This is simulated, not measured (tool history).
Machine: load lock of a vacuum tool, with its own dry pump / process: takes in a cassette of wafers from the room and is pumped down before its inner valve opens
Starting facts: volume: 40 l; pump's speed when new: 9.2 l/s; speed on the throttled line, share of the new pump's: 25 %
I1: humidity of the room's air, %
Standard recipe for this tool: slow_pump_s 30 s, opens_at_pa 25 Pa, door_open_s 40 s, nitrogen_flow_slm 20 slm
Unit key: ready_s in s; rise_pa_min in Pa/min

run 1 hour=0.0 | slow_pump_s=30 opens_at_pa=25 door_open_s=40 nitrogen_flow_slm=20 | I1=45.4 | ready_s=59.8 rise_pa_min=0.173
run 2 hour=177.1 | slow_pump_s=32 opens_at_pa=25 door_open_s=40 nitrogen_flow_slm=20 | I1=46.2 | ready_s=61.0 rise_pa_min=0.180
run 3 hour=276.3 | slow_pump_s=32 opens_at_pa=25 door_open_s=40 nitrogen_flow_slm=20 | I1=44.3 | ready_s=60.6 rise_pa_min=0.179
run 4 hour=446.8 | slow_pump_s=32 opens_at_pa=25 door_open_s=40 nitrogen_flow_slm=20 | I1=44.6 | ready_s=61.2 rise_pa_min=0.188
run 5 hour=544.7 | slow_pump_s=30 opens_at_pa=28 door_open_s=40 nitrogen_flow_slm=20 | I1=43.6 | ready_s=58.6 rise_pa_min=0.187
run 6 hour=708.9 | slow_pump_s=30 opens_at_pa=28 door_open_s=40 nitrogen_flow_slm=20 | I1=44.8 | ready_s=59.8 rise_pa_min=0.201
run 7 hour=863.8 | slow_pump_s=30 opens_at_pa=28 door_open_s=40 nitrogen_flow_slm=20 | I1=46.1 | ready_s=59.6 rise_pa_min=0.207
run 8 hour=957.1 | slow_pump_s=30 opens_at_pa=28 door_open_s=40 nitrogen_flow_slm=20 | I1=45.0 | ready_s=58.7 rise_pa_min=0.206
run 9 hour=1058.9 | slow_pump_s=30 opens_at_pa=28 door_open_s=40 nitrogen_flow_slm=20 | I1=46.1 | ready_s=58.8 rise_pa_min=0.219
run 10 hour=1141.6 | slow_pump_s=30 opens_at_pa=28 door_open_s=40 nitrogen_flow_slm=20 | I1=46.2 | ready_s=58.9 rise_pa_min=0.221
run 11 hour=1245.8 | slow_pump_s=30 opens_at_pa=28 door_open_s=40 nitrogen_flow_slm=20 | I1=44.8 | ready_s=58.8 rise_pa_min=0.220

Alternative continuations, all from the tool just after run 11; predict every row:
run A hour=1356.1 | slow_pump_s=30 opens_at_pa=21 door_open_s=97 nitrogen_flow_slm=20 | I1=50.0 | ready_s=? rise_pa_min=?
run B hour=1356.1 | slow_pump_s=30 opens_at_pa=28 door_open_s=40 nitrogen_flow_slm=8 | I1=42.5 | ready_s=? rise_pa_min=?
run C hour=1356.1 | slow_pump_s=56 opens_at_pa=28 door_open_s=40 nitrogen_flow_slm=20 | I1=42.7 | ready_s=? rise_pa_min=?
run D hour=1356.1 | slow_pump_s=30 opens_at_pa=28 door_open_s=87 nitrogen_flow_slm=20 | I1=44.8 | ready_s=? rise_pa_min=?

run=A ready_s=59.7 rise_pa_min=0.251
run=B ready_s=58.8 rise_pa_min=0.228
run=C ready_s=78.2 rise_pa_min=0.220
run=D ready_s=59.2 rise_pa_min=0.241
Without the tool's hidden state the same runs would have given:
run=A ready_s=58.6 rise_pa_min=0.049
run=B ready_s=57.8 rise_pa_min=0.028
run=C ready_s=77.4 rise_pa_min=0.018
run=D ready_s=58.1 rise_pa_min=0.038

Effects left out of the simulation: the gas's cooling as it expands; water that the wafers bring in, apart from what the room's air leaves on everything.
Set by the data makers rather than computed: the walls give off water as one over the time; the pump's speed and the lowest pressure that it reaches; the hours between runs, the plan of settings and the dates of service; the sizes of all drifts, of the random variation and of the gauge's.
